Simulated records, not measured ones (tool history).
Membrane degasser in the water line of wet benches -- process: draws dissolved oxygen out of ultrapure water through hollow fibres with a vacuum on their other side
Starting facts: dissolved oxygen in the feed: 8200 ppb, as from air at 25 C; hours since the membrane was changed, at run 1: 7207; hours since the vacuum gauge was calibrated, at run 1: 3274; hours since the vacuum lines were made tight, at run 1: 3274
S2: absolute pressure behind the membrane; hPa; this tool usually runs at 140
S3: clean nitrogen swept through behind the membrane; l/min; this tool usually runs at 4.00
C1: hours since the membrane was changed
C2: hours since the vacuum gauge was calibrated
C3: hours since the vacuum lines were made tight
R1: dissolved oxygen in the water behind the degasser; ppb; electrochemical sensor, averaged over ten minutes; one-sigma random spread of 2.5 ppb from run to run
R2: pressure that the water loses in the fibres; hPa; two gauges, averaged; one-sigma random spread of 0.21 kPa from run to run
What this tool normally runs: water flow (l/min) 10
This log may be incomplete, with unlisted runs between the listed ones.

Run 1, hour 0.0: usual settings; C1 7207; C2 3274; C3 3274. Result: R1 253.5 ppb, R2 491.3 hPa.
Run 2, hour 235.3: usual settings; C1 7442; C2 3509; C3 3509. Result: R1 254.2 ppb, R2 491.3 hPa.
At hour 450.5: vacuum gauge calibrated.
Run 3, hour 578.5: usual settings but S3 2.50 l/min; C1 7785; C2 128; C3 3852. Result: R1 290.8 ppb, R2 492.3 hPa.
Run 4, hour 724.5: usual settings but S3 3.38 l/min; C1 7931; C2 274; C3 3998. Result: R1 263.2 ppb, R2 492.5 hPa.
Run 5, hour 1084.8: usual settings but S3 3.38 l/min; C1 8291; C2 634; C3 4358. Result: R1 260.1 ppb, R2 494.1 hPa.
Run 6, hour 1280.0: usual settings but S3 3.38 l/min; C1 8487; C2 829; C3 4553. Result: R1 264.7 ppb, R2 491.0 hPa.
Run 7, hour 1490.5: usual settings but S3 3.38 l/min; C1 8697; C2 1040; C3 4764. Result: R1 263.1 ppb, R2 493.6 hPa.
Run 8, hour 1644.1: usual settings but S3 3.38 l/min; C1 8851; C2 1194; C3 4917. Result: R1 265.8 ppb, R2 492.1 hPa.
Run 9, hour 1842.3: usual settings but water flow (l/min) 9; C1 9049; C2 1392; C3 5115. Result: R1 187.8 ppb, R2 445.8 hPa.
Run 10, hour 2007.9: usual settings; C1 9214; C2 1557; C3 5281. Result: R1 254.1 ppb, R2 494.8 hPa.
Run 11, hour 2323.1: usual settings; C1 9530; C2 1873; C3 5596. Result: R1 251.3 ppb, R2 493.3 hPa.
Run 12, hour 2517.2: usual settings; C1 9724; C2 2067; C3 5790. Result: R1 252.6 ppb, R2 498.1 hPa.
Run 13, hour 2870.4: usual settings but water flow (l/min) 14; C1 10077; C2 2420; C3 6143. Result: R1 554.8 ppb, R2 690.9 hPa.
Run 14, hour 3037.2: usual settings but S3 1.81 l/min; C1 10244; C2 2587; C3 6310. Result: R1 328.7 ppb, R2 495.1 hPa.
Run 15, hour 3237.3: usual settings but S3 1.81 l/min; C1 10444; C2 2787; C3 6510. Result: R1 320.5 ppb, R2 496.5 hPa.
Run 16, hour 3387.7: usual settings but S3 1.81 l/min; C1 10594; C2 2937; C3 6661. Result: R1 325.7 ppb, R2 499.0 hPa.
Run 17, hour 3720.2: usual settings but water flow (l/min) 14, S2 345 hPa, S3 3.10 l/min; C1 10927; C2 3270; C3 6993. Result: R1 767.2 ppb, R2 692.8 hPa.
Run 18, hour 4045.6: usual settings but water flow (l/min) 14, S2 345 hPa, S3 3.10 l/min; C1 11252; C2 3595; C3 7319. Result: R1 765.1 ppb, R2 697.6 hPa.
At hour 4160.5: vacuum gauge calibrated.
Run 19, hour 4328.4: usual settings but water flow (l/min) 14, S2 345 hPa, S3 3.10 l/min; C1 11534; C2 168; C3 7601. Result: R1 782.7 ppb, R2 698.5 hPa.
Run 20, hour 4530.2: usual settings but S2 337 hPa, S3 4.15 l/min; C1 11736; C2 370; C3 7803. Result: R1 357.5 ppb, R2 499.3 hPa.
Run 21, hour 4750.6: usual settings but water flow (l/min) 6, S2 305 hPa; C1 11957; C2 590; C3 8023. Result: R1 126.5 ppb, R2 298.7 hPa.
Run 22, hour 5081.6: usual settings but water flow (l/min) 6, S2 305 hPa; C1 12288; C2 921; C3 8354. Result: R1 126.2 ppb, R2 303.8 hPa.
Run 23, hour 5248.4: usual settings but water flow (l/min) 6, S2 305 hPa; C1 12454; C2 1088; C3 8521. Result: R1 127.5 ppb, R2 299.8 hPa.
Run 24, hour 5468.9: usual settings but water flow (l/min) 7, S2 193 hPa, S3 1.68 l/min; C1 12675; C2 1308; C3 8742. Result: R1 210.5 ppb, R2 352.2 hPa.
Run 25, hour 5640.7: usual settings but water flow (l/min) 9, S2 342 hPa, S3 3.32 l/min; C1 12847; C2 1480; C3 8913. Result: R1 331.3 ppb, R2 447.9 hPa.
Run 26, hour 5986.3: usual settings but water flow (l/min) 9, S2 342 hPa, S3 3.26 l/min; C1 13192; C2 1826; C3 9259. Result: R1 337.7 ppb, R2 449.4 hPa.
Run 27, hour 6229.4: usual settings but water flow (l/min) 9, S2 159 hPa, S3 3.26 l/min; C1 13436; C2 2069; C3 9502. Result: R1 219.3 ppb, R2 452.0 hPa.
At hour 6344.5: seals of the vacuum lines changed.
Run 28, hour 6393.0: usual settings but water flow (l/min) 8, S2 122 hPa, S3 2.28 l/min; C1 13597; C2 2230; C3 48. Result: R1 161.7 ppb, R2 401.1 hPa.
Run 29, hour 6627.6: usual settings but water flow (l/min) 8, S2 122 hPa, S3 2.28 l/min; C1 13832; C2 2465; C3 283. Result: R1 160.4 ppb, R2 401.0 hPa.
Run 30, hour 6958.8: usual settings but water flow (l/min) 7, S2 242 hPa, S3 2.86 l/min; C1 14163; C2 2796; C3 614. Result: R1 176.4 ppb, R2 350.6 hPa.
Run 31, hour 7116.3: usual settings but S2 271 hPa, S3 5.43 l/min; C1 14320; C2 2954; C3 772. Result: R1 289.3 ppb, R2 503.4 hPa.

4 options for the next run, each taken on its own from the tool as it stands now. Forecast them:
Run A, hour 7303.9: usual settings but water flow (l/min) 15, S2 172 hPa, S3 11.98 l/min; C1 14508; C2 3141; C3 959. Result: R1 ?, R2 ?.
Run B, hour 7303.9: usual settings but S2 122 hPa, S3 4.42 l/min; C1 14508; C2 3141; C3 959. Result: R1 ?, R2 ?.
Run C, hour 7303.9: usual settings but water flow (l/min) 12, S2 246 hPa, S3 5.61 l/min; C1 14508; C2 3141; C3 959. Result: R1 ?, R2 ?.
Run D, hour 7303.9: usual settings but water flow (l/min) 7, S2 107 hPa, S3 2.56 l/min; C1 14508; C2 3141; C3 959. Result: R1 ?, R2 ?.

run     R1     R2
  A  613.5  757.2
  B  236.4  501.7
  C  431.2  603.2
  D  100.1  350.4
Take away the tool's hidden state, keep each run's random variation, and the runs would have read:
run     R1     R2
  A  612.1  741.3
  B  235.8  491.2
  C  430.3  590.5
  D   99.9  343.0
